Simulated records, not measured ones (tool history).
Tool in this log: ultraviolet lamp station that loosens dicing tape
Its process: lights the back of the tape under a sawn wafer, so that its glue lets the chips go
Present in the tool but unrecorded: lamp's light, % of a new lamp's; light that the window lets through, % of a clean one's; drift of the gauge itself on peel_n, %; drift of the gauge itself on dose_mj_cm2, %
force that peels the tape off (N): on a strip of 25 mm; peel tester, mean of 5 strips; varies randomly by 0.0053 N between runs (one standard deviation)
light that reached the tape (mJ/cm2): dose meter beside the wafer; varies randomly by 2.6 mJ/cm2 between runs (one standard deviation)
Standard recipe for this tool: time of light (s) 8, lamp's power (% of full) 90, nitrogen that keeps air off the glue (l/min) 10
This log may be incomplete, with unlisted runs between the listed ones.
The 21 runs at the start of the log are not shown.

| run | hour | time of light (s) | lamp's power (% of full) | nitrogen that keeps air off the glue (l/min) | hours of work of the lamp | hours of work since the window was cleaned | force that peels the tape off (N) | light that reached the tape (mJ/cm2) |
|---|---|---|---|---|---|---|---|---|
| 22 | 208.4 | 8 | 90 | 10 | 406 | 504 | 0.092 | 340 |
| 23 | 220.2 | 8 | 90 | 10 | 412 | 511 | 0.098 | 342 |
| 24 | 232.1 | 15 | 74 | 10 | 419 | 517 | 0.068 | 523 |
| 25 | 244.1 | 7 | 64 | 10 | 425 | 524 | 0.341 | 213 |
| 26 | 254.6 | 6 | 69 | 4 | 431 | 529 | 0.813 | 198 |
|  | 262.6 | window cleaned of glue's vapour |
| 27 | 262.9 | 15 | 90 | 4 | 435 | 0 | 0.068 | 634 |
| 28 | 271.1 | 10 | 69 | 10 | 440 | 5 | 0.103 | 326 |
| 29 | 284.3 | 15 | 80 | 5 | 447 | 12 | 0.060 | 566 |
| 30 | 290.5 | 12 | 61 | 5 | 450 | 15 | 0.154 | 343 |
| 31 | 297.2 | 7 | 68 | 13 | 454 | 19 | 0.230 | 228 |
| 32 | 305.5 | 13 | 83 | 11 | 459 | 24 | 0.059 | 509 |
| 33 | 312.7 | 13 | 83 | 11 | 463 | 28 | 0.065 | 509 |
| 34 | 324.6 | 13 | 83 | 11 | 469 | 34 | 0.068 | 505 |
| 35 | 335.0 | 5 | 65 | 7 | 475 | 40 | 0.980 | 151 |
| 36 | 341.4 | 4 | 65 | 8 | 478 | 43 | 1.326 | 121 |
| 37 | 347.5 | 8 | 94 | 8 | 482 | 47 | 0.099 | 353 |
| 38 | 358.6 | 8 | 70 | 18 | 488 | 53 | 0.125 | 263 |
| 39 | 367.2 | 15 | 84 | 13 | 492 | 57 | 0.065 | 592 |
| 40 | 380.1 | 15 | 84 | 13 | 500 | 65 | 0.062 | 589 |
| 41 | 389.2 | 15 | 84 | 13 | 505 | 70 | 0.062 | 592 |
| 42 | 398.5 | 9 | 77 | 15 | 510 | 75 | 0.079 | 326 |
| 43 | 410.2 | 4 | 74 | 4 | 516 | 81 | 1.566 | 139 |

Here are 4 independent what-if runs from the current tool condition. What would each one return?
| A | 418.3 | 6 | 67 | 4 | 521 | 85 | ? | ? |
| B | 418.3 | 7 | 90 | 8 | 521 | 85 | ? | ? |
| C | 418.3 | 4 | 99 | 6 | 521 | 85 | ? | ? |
| D | 418.3 | 5 | 61 | 5 | 521 | 85 | ? | ? |

| run | force that peels the tape off (N) | light that reached the tape (mJ/cm2) |
|---|---|---|
| A | 0.867 | 189 |
| B | 0.156 | 299 |
| C | 0.703 | 183 |
| D | 1.307 | 144 |
Without the tool's hidden state the same runs would have given:
| run | force that peels the tape off (N) | light that reached the tape (mJ/cm2) |
|---|---|---|
| A | 0.866 | 190 |
| B | 0.156 | 299 |
| C | 0.702 | 184 |
| D | 1.305 | 144 |

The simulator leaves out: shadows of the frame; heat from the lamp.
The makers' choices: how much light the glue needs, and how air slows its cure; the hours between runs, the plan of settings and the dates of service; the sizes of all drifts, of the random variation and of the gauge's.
